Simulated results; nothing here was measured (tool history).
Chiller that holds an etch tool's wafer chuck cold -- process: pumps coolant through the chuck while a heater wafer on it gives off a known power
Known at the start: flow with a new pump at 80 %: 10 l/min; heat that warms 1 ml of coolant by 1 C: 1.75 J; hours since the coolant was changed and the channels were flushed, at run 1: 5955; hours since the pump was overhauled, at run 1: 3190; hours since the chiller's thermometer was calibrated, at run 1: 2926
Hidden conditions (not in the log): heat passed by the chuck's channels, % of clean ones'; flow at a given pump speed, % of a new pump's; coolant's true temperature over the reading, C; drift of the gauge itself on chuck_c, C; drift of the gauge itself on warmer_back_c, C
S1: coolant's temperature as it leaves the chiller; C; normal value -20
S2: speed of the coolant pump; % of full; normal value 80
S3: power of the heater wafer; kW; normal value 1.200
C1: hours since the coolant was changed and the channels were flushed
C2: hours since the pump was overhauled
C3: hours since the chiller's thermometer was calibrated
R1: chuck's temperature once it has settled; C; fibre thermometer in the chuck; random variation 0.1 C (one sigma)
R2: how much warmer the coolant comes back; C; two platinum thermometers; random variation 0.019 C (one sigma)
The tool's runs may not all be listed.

{"run": 1, "hour": 0.0, "S1": -20, "S2": 80, "S3": 1.2, "C1": 5955, "C2": 3190, "C3": 2926, "R1": -3.9, "R2": 4.23}
{"run": 2, "hour": 127.9, "S1": -20, "S2": 80, "S3": 0.625, "C1": 6083, "C2": 3318, "C3": 3054, "R1": -12.0, "R2": 2.24}
{"run": 3, "hour": 264.1, "S1": -14, "S2": 80, "S3": 1.2, "C1": 6220, "C2": 3454, "C3": 3190, "R1": 2.1, "R2": 4.24}
{"run": 4, "hour": 413.8, "S1": -14, "S2": 80, "S3": 1.2, "C1": 6369, "C2": 3604, "C3": 3340, "R1": 2.1, "R2": 4.25}
{"run": 5, "hour": 535.5, "S1": -20, "S2": 80, "S3": 1.2, "C1": 6491, "C2": 3726, "C3": 3462, "R1": -3.7, "R2": 4.27}
{"run": 6, "hour": 621.7, "S1": -20, "S2": 80, "S3": 1.2, "C1": 6577, "C2": 3812, "C3": 3548, "R1": -3.9, "R2": 4.28}
{"run": 7, "hour": 695.0, "S1": -20, "S2": 80, "S3": 1.2, "C1": 6651, "C2": 3885, "C3": 3621, "R1": -4.0, "R2": 4.27}
{"run": 8, "hour": 841.8, "S1": -10, "S2": 99, "S3": 1.149, "C1": 6797, "C2": 4032, "C3": 3768, "R1": 2.4, "R2": 3.2}
{"run": 9, "hour": 948.2, "S1": -10, "S2": 99, "S3": 1.149, "C1": 6904, "C2": 4139, "C3": 3875, "R1": 2.5, "R2": 3.25}
{"run": 10, "hour": 1021.9, "S1": -10, "S2": 99, "S3": 1.149, "C1": 6977, "C2": 4212, "C3": 3948, "R1": 2.5, "R2": 3.24}
{"run": 11, "hour": 1110.0, "S1": -15, "S2": 92, "S3": 0.608, "C1": 7065, "C2": 4300, "C3": 4036, "R1": -8.2, "R2": 1.85}
{"run": 12, "hour": 1234.0, "S1": -15, "S2": 92, "S3": 0.608, "C1": 7189, "C2": 4424, "C3": 4160, "R1": -8.4, "R2": 1.88}
{"run": 13, "hour": 1361.4, "S1": -15, "S2": 92, "S3": 0.608, "C1": 7317, "C2": 4552, "C3": 4288, "R1": -8.3, "R2": 1.87}

Table of differences, measured result less the result of that run with no hidden state. Run-to-run variation is the same in both. Gauge scatter possibly is not:
run=1 R1=+1.3 R2=+0.12
run=2 R1=+0.5 R2=+0.07
run=3 R1=+1.3 R2=+0.13
run=4 R1=+1.4 R2=+0.14
run=5 R1=+1.5 R2=+0.14
run=6 R1=+1.4 R2=+0.14
run=7 R1=+1.5 R2=+0.14
run=8 R1=+1.0 R2=+0.12
run=9 R1=+1.1 R2=+0.12
run=10 R1=+1.0 R2=+0.12
run=11 R1=+0.4 R2=+0.07
run=12 R1=+0.3 R2=+0.08
run=13 R1=+0.3 R2=+0.08

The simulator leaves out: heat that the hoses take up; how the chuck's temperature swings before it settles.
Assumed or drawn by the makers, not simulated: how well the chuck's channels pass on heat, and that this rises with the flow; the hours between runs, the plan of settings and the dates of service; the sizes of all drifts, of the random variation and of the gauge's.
